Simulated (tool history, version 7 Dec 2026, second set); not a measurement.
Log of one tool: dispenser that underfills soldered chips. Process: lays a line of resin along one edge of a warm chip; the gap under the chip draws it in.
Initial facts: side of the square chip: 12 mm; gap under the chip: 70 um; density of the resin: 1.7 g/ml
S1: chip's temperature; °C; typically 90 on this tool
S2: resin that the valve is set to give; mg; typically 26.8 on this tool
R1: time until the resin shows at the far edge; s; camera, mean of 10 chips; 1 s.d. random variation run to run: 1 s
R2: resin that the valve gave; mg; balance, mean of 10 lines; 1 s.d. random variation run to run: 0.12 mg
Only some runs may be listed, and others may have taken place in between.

run 1 hour=0 | S1=90 S2=26.8 | R1=144.4 R2=24.97
-- hour=4.6 new syringe of resin
run 2 hour=7.9 | S1=94 S2=26.8 | R1=102.8 R2=24.88
run 3 hour=17.1 | S1=90 S2=26.8 | R1=158 R2=24.7
-- hour=18.5 new syringe of resin
run 4 hour=21.9 | S1=89 S2=26.8 | R1=121.6 R2=24.83
run 5 hour=29 | S1=89 S2=26.8 | R1=153.4 R2=24.72
-- hour=32.5 new syringe of resin
run 6 hour=34.9 | S1=89 S2=26.8 | R1=116.4 R2=24.48
run 7 hour=42.2 | S1=89 S2=26.8 | R1=148.7 R2=24.6
-- hour=46.8 new syringe of resin
run 8 hour=47.1 | S1=81 S2=26.8 | R1=134.5 R2=24.37
run 9 hour=51.3 | S1=81 S2=26.8 | R1=158.6 R2=24.18
run 10 hour=60 | S1=90 S2=26.8 | R1=162.2 R2=23.95
-- hour=61 new syringe of resin
run 11 hour=66.6 | S1=78 S2=26.8 | R1=178.8 R2=24.11
-- hour=74.9 new syringe of resin
run 12 hour=75.1 | S1=78 S2=26.8 | R1=149.1 R2=23.85
run 13 hour=83.8 | S1=90 S2=24.7 | R1=146.2 R2=21.73
-- hour=89 new syringe of resin
-- hour=93.5 dispensing valve cleaned and set on the balance
run 14 hour=93.5 | S1=90 S2=24.7 | R1=114 R2=24.69
run 15 hour=101.8 | S1=90 S2=24.7 | R1=155.6 R2=24.5
-- hour=104.3 new syringe of resin
run 16 hour=107.8 | S1=90 S2=24.7 | R1=116.5 R2=24.61
run 17 hour=114.8 | S1=87 S2=22.9 | R1=164.3 R2=22.74
-- hour=118.6 new syringe of resin
run 18 hour=123.7 | S1=87 S2=29.5 | R1=134.2 R2=29.05
run 19 hour=128.2 | S1=89 S2=24.1 | R1=154.9 R2=23.71
-- hour=132.6 new syringe of resin
run 20 hour=132.6 | S1=89 S2=24.1 | R1=109.6 R2=23.61
run 21 hour=139.8 | S1=89 S2=24.1 | R1=139.9 R2=23.47
-- hour=146.5 new syringe of resin
run 22 hour=146.5 | S1=89 S2=24.1 | R1=108.5 R2=23.47
run 23 hour=155.2 | S1=89 S2=24.1 | R1=148 R2=23.24
run 24 hour=159.9 | S1=89 S2=34.1 | R1=166.4 R2=32.8
-- hour=161 new syringe of resin
run 25 hour=164.1 | S1=98 S2=29.4 | R1=88.2 R2=28.37
run 26 hour=170.3 | S1=90 S2=25 | R1=141.6 R2=23.82
-- hour=175.3 new syringe of resin
run 27 hour=177.5 | S1=90 S2=25 | R1=114.1 R2=23.63
run 28 hour=181.8 | S1=90 S2=25 | R1=131.5 R2=23.77
run 29 hour=188.4 | S1=97 S2=34.5 | R1=134.2 R2=32.69
-- hour=189.4 new syringe of resin
run 30 hour=194.1 | S1=97 S2=34.5 | R1=98.7 R2=32.74
run 31 hour=200.4 | S1=97 S2=34.5 | R1=123.1 R2=32.35
-- hour=203.7 new syringe of resin
run 32 hour=207.1 | S1=89 S2=27.6 | R1=117.6 R2=25.89

Consider 3 possible next runs. They are alternatives, not a sequence: every one starts from the tool as it was left by run 32. What does each give?
run A hour=216.2 | S1=89 S2=22.9 | R1=? R2=?
run B hour=216.2 | S1=80 S2=27.6 | R1=? R2=?
run C hour=216.2 | S1=100 S2=26.8 | R1=? R2=?

run=A R1=169.5 R2=21.28
run=B R1=211.7 R2=25.55
run=C R1=121.9 R2=24.89
What these runs would have given with no unlogged condition in the tool:
run=A R1=106.5 R2=22.86
run=B R1=134.5 R2=27.45
run=C R1=77.6 R2=26.72

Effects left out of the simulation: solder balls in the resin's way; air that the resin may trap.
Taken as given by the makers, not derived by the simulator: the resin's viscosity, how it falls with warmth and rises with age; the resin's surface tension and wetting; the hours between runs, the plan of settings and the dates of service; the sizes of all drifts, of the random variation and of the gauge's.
